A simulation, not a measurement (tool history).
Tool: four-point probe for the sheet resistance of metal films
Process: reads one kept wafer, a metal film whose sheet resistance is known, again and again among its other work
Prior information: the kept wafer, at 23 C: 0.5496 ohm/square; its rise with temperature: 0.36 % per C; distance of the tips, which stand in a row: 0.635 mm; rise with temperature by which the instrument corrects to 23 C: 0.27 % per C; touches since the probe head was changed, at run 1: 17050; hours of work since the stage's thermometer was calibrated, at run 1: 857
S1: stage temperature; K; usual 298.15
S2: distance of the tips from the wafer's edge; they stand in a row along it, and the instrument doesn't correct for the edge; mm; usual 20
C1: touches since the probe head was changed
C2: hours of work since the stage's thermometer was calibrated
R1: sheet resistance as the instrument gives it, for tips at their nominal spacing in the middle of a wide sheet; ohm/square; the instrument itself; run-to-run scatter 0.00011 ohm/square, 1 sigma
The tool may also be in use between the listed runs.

| run | day | S1 | S2 | C1 | C2 | R1 |
|---|---|---|---|---|---|---|
| 1 | 0.000 | 298.15 | 20 | 17050 | 857 | 0.551339 |
| 2 | 0.917 | 298.15 | 20 | 17956 | 870 | 0.551394 |
| 3 | 1.679 | 298.15 | 20 | 18712 | 881 | 0.551206 |
| 4 | 2.333 | 298.15 | 20 | 19359 | 890 | 0.551217 |
| 5 | 3.000 | 298.15 | 20 | 20019 | 900 | 0.551267 |
| 6 | 3.904 | 298.15 | 16 | 20917 | 913 | 0.551423 |
| 7 | 4.400 | 298.15 | 16 | 21408 | 920 | 0.551378 |
| 8 | 4.983 | 298.15 | 6 | 21983 | 928 | 0.554086 |
| 9 | 5.779 | 298.15 | 6 | 22771 | 939 | 0.554076 |
| 10 | 6.246 | 298.15 | 20 | 23234 | 946 | 0.551133 |
| 11 | 6.704 | 298.15 | 20 | 23686 | 953 | 0.551144 |
| 12 | 7.500 | 298.15 | 37 | 24475 | 964 | 0.550835 |
| 13 | 8.008 | 298.15 | 37 | 24978 | 971 | 0.550929 |
| 14 | 8.408 | 298.15 | 37 | 25376 | 977 | 0.550771 |
| 15 | 9.100 | 298.15 | 12 | 26059 | 987 | 0.551452 |
| 16 | 9.754 | 298.15 | 30 | 26707 | 996 | 0.551055 |
| 17 | 10.262 | 298.15 | 3 | 27210 | 1004 | 0.563493 |
| 18 | 11.067 | 298.15 | 3 | 28005 | 1015 | 0.563602 |
| 19 | 11.667 | 298.15 | 20 | 28601 | 1024 | 0.550893 |
| 20 | 12.567 | 298.15 | 7 | 29493 | 1036 | 0.552980 |
| 21 | 13.171 | 298.15 | 7 | 30092 | 1045 | 0.553283 |
| 22 | 13.550 | 298.15 | 7 | 30466 | 1051 | 0.552878 |
| 23 | 14.412 | 303.15 | 20 | 31318 | 1063 | 0.553580 |
| 24 | 15.246 | 294.15 | 53 | 32144 | 1075 | 0.548561 |
| 25 | 15.925 | 307.15 | 23 | 32817 | 1084 | 0.555199 |
| 26 | 16.633 | 305.15 | 69 | 33516 | 1095 | 0.554025 |
| 27 | 17.379 | 292.15 | 16 | 34258 | 1105 | 0.548103 |
| 28 | 17.833 | 293.15 | 28 | 34708 | 1112 | 0.548192 |
| 29 | 18.696 | 300.15 | 25 | 35562 | 1124 | 0.551767 |
| 30 | 19.167 | 294.15 | 20 | 36025 | 1131 | 0.548641 |
| 31 | 19.742 | 293.15 | 47 | 36595 | 1139 | 0.547976 |
| 32 | 20.188 | 298.15 | 14 | 37039 | 1145 | 0.550990 |
| 33 | 21.012 | 299.15 | 5 | 37853 | 1157 | 0.555570 |
| 34 | 21.467 | 299.15 | 5 | 38303 | 1164 | 0.555574 |
| 35 | 22.079 | 299.15 | 5 | 38909 | 1172 | 0.555763 |
| 36 | 22.654 | 305.15 | 3 | 39478 | 1181 | 0.566940 |
| 37 | 23.112 | 307.15 | 32 | 39934 | 1187 | 0.554959 |
| 38 | 23.554 | 306.15 | 9 | 40369 | 1193 | 0.555666 |
| 39 | 24.133 | 306.15 | 9 | 40943 | 1202 | 0.555623 |
| 40 | 24.800 | 299.15 | 66 | 41602 | 1211 | 0.550911 |
| 41 | 25.329 | 305.15 | 14 | 42130 | 1219 | 0.554284 |
| 42 | 25.867 | 295.15 | 3 | 42658 | 1226 | 0.561891 |

Run by run, hidden condition taken away, random variation retained:
The tool's hidden condition here consists of: inner tips' distance over the nominal, %; tips' flats over new ones', %; wafer's true temperature over the reading, C; drift of the gauge itself on sheet_ohm, %.
| run | R1 |
|---|---|
| 1 | 0.550963 |
| 2 | 0.551041 |
| 3 | 0.550873 |
| 4 | 0.550900 |
| 5 | 0.550969 |
| 6 | 0.551147 |
| 7 | 0.551116 |
| 8 | 0.553837 |
| 9 | 0.553847 |
| 10 | 0.550916 |
| 11 | 0.550939 |
| 12 | 0.550652 |
| 13 | 0.550759 |
| 14 | 0.550611 |
| 15 | 0.551310 |
| 16 | 0.550930 |
| 17 | 0.563378 |
| 18 | 0.563508 |
| 19 | 0.550815 |
| 20 | 0.552925 |
| 21 | 0.553241 |
| 22 | 0.552847 |
| 23 | 0.553588 |
| 24 | 0.548563 |
| 25 | 0.555259 |
| 26 | 0.554098 |
| 27 | 0.548152 |
| 28 | 0.548255 |
| 29 | 0.551876 |
| 30 | 0.548743 |
| 31 | 0.548088 |
| 32 | 0.551131 |
| 33 | 0.555736 |
| 34 | 0.555751 |
| 35 | 0.555957 |
| 36 | 0.567171 |
| 37 | 0.555205 |
| 38 | 0.555919 |
| 39 | 0.555892 |
| 40 | 0.551170 |
| 41 | 0.554581 |
| 42 | 0.562165 |

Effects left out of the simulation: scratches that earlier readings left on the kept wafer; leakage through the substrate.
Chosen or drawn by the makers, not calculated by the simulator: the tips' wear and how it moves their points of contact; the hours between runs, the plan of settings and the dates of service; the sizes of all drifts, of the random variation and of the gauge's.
